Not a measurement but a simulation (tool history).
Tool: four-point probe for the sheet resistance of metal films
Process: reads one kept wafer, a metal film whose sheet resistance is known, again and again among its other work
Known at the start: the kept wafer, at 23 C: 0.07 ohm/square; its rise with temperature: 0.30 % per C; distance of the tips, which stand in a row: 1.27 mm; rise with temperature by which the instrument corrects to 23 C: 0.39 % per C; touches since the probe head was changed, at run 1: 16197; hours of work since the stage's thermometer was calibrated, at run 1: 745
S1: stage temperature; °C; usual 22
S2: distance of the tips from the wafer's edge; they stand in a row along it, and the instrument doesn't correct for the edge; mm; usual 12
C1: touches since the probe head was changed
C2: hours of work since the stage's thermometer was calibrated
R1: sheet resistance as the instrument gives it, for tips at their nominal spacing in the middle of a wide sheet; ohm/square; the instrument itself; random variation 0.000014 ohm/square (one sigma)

{"run": 1, "hour": 0.0, "S1": 22, "S2": 12, "C1": 16197, "C2": 745, "R1": 0.070884}
{"run": 2, "hour": 23.9, "S1": 22, "S2": 12, "C1": 16871, "C2": 761, "R1": 0.070867}
{"run": 3, "hour": 58.7, "S1": 22, "S2": 12, "C1": 17853, "C2": 785, "R1": 0.070873}
{"run": 4, "hour": 85.0, "S1": 22, "S2": 12, "C1": 18593, "C2": 803, "R1": 0.070883}
{"run": 5, "hour": 126.9, "S1": 22, "S2": 12, "C1": 19775, "C2": 831, "R1": 0.070861}
{"run": 6, "hour": 151.2, "S1": 22, "S2": 12, "C1": 20462, "C2": 847, "R1": 0.070892}
{"run": 7, "hour": 177.3, "S1": 22, "S2": 12, "C1": 21198, "C2": 865, "R1": 0.070875}
{"run": 8, "hour": 218.7, "S1": 22, "S2": 12, "C1": 22364, "C2": 893, "R1": 0.070882}
{"run": 9, "hour": 247.3, "S1": 22, "S2": 12, "C1": 23173, "C2": 912, "R1": 0.070908}
{"run": 10, "hour": 277.9, "S1": 22, "S2": 12, "C1": 24034, "C2": 933, "R1": 0.070903}
{"run": 11, "hour": 299.4, "S1": 22, "S2": 12, "C1": 24640, "C2": 947, "R1": 0.07088}
{"run": 12, "hour": 337.8, "S1": 26, "S2": 69, "C1": 25724, "C2": 973, "R1": 0.070224}
{"run": 13, "hour": 360.0, "S1": 23, "S2": 68, "C1": 26349, "C2": 988, "R1": 0.070414}
{"run": 14, "hour": 399.9, "S1": 30, "S2": 12, "C1": 27476, "C2": 1015, "R1": 0.070376}
{"run": 15, "hour": 419.8, "S1": 20, "S2": 14, "C1": 28035, "C2": 1029, "R1": 0.070907}
{"run": 16, "hour": 452.6, "S1": 31, "S2": 64, "C1": 28961, "C2": 1051, "R1": 0.069944}
{"run": 17, "hour": 471.2, "S1": 19, "S2": 64, "C1": 29487, "C2": 1064, "R1": 0.070661}
{"run": 18, "hour": 499.0, "S1": 27, "S2": 4, "C1": 30271, "C2": 1082, "R1": 0.073771}
{"run": 19, "hour": 539.0, "S1": 27, "S2": 4, "C1": 31398, "C2": 1110, "R1": 0.073775}
{"run": 20, "hour": 579.4, "S1": 18, "S2": 3, "C1": 32537, "C2": 1137, "R1": 0.076913}
{"run": 21, "hour": 613.7, "S1": 24, "S2": 22, "C1": 33506, "C2": 1160, "R1": 0.070479}

3 ways to go on from here, each from the tool as it stands after run 21. What would each give?
{"run": "A", "hour": 655.6, "S1": 29, "S2": 32, "C1": 34688, "C2": 1188, "R1": "?"}
{"run": "B", "hour": 655.6, "S1": 29, "S2": 9, "C1": 34688, "C2": 1188, "R1": "?"}
{"run": "C", "hour": 655.6, "S1": 19, "S2": 11, "C1": 34688, "C2": 1188, "R1": "?"}

run=A R1=0.070123
run=B R1=0.070803
run=C R1=0.071203
Without the tool's hidden state the same runs would have given:
run=A R1=0.069705
run=B R1=0.070381
run=C R1=0.070781
